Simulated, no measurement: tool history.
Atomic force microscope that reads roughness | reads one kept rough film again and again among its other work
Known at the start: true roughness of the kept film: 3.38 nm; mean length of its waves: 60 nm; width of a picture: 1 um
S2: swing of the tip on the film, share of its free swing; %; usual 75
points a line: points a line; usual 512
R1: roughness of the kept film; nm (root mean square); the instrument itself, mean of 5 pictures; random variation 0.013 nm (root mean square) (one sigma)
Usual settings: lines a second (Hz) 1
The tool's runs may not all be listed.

run 1 hour=0 | lines_a_second_(Hz)=1 S2=75 points_a_line=512 | R1=2.836
run 2 hour=6.5 | lines_a_second_(Hz)=1 S2=75 points_a_line=512 | R1=2.834
run 3 hour=14.4 | lines_a_second_(Hz)=1 S2=75 points_a_line=512 | R1=2.792
run 4 hour=22.3 | lines_a_second_(Hz)=1 S2=75 points_a_line=512 | R1=2.817
-- hour=26.1 new tip fitted
run 5 hour=29.2 | lines_a_second_(Hz)=1 S2=75 points_a_line=512 | R1=3.018
run 6 hour=35.9 | lines_a_second_(Hz)=1 S2=75 points_a_line=982 | R1=2.985
run 7 hour=46.2 | lines_a_second_(Hz)=1 S2=75 points_a_line=386 | R1=2.998
run 8 hour=52.4 | lines_a_second_(Hz)=1 S2=75 points_a_line=386 | R1=2.949
run 9 hour=64.2 | lines_a_second_(Hz)=1 S2=75 points_a_line=512 | R1=2.941
run 10 hour=77.5 | lines_a_second_(Hz)=1 S2=75 points_a_line=512 | R1=2.914
run 11 hour=83.8 | lines_a_second_(Hz)=1 S2=75 points_a_line=477 | R1=2.916
run 12 hour=93.3 | lines_a_second_(Hz)=2.94 S2=64 points_a_line=657 | R1=2.773
run 13 hour=101 | lines_a_second_(Hz)=2.94 S2=64 points_a_line=657 | R1=2.768
run 14 hour=111 | lines_a_second_(Hz)=1 S2=81 points_a_line=512 | R1=2.767
run 15 hour=117.7 | lines_a_second_(Hz)=1 S2=72 points_a_line=663 | R1=2.884
run 16 hour=126.5 | lines_a_second_(Hz)=1 S2=72 points_a_line=663 | R1=2.855
run 17 hour=139.1 | lines_a_second_(Hz)=1 S2=72 points_a_line=663 | R1=2.852
-- hour=147.7 new tip fitted
run 18 hour=150.8 | lines_a_second_(Hz)=1 S2=57 points_a_line=366 | R1=3.16
run 19 hour=162.4 | lines_a_second_(Hz)=2.82 S2=68 points_a_line=769 | R1=2.806

5 ways to go on from here, each from the tool as it stands after run 19. What would each give?
run A hour=171 | lines_a_second_(Hz)=1.37 S2=57 points_a_line=769 | R1=?
run B hour=171 | lines_a_second_(Hz)=2.82 S2=61 points_a_line=769 | R1=?
run C hour=171 | lines_a_second_(Hz)=1.46 S2=61 points_a_line=428 | R1=?
run D hour=171 | lines_a_second_(Hz)=2.82 S2=67 points_a_line=345 | R1=?
run E hour=171 | lines_a_second_(Hz)=1 S2=75 points_a_line=664 | R1=?

run=A R1=3.078
run=B R1=2.916
run=C R1=3.024
run=D R1=2.818
run=E R1=2.953
Without the tool's hidden state the same runs would have given:
run=A R1=3.144
run=B R1=2.979
run=C R1=3.089
run=D R1=2.879
run=E R1=3.017

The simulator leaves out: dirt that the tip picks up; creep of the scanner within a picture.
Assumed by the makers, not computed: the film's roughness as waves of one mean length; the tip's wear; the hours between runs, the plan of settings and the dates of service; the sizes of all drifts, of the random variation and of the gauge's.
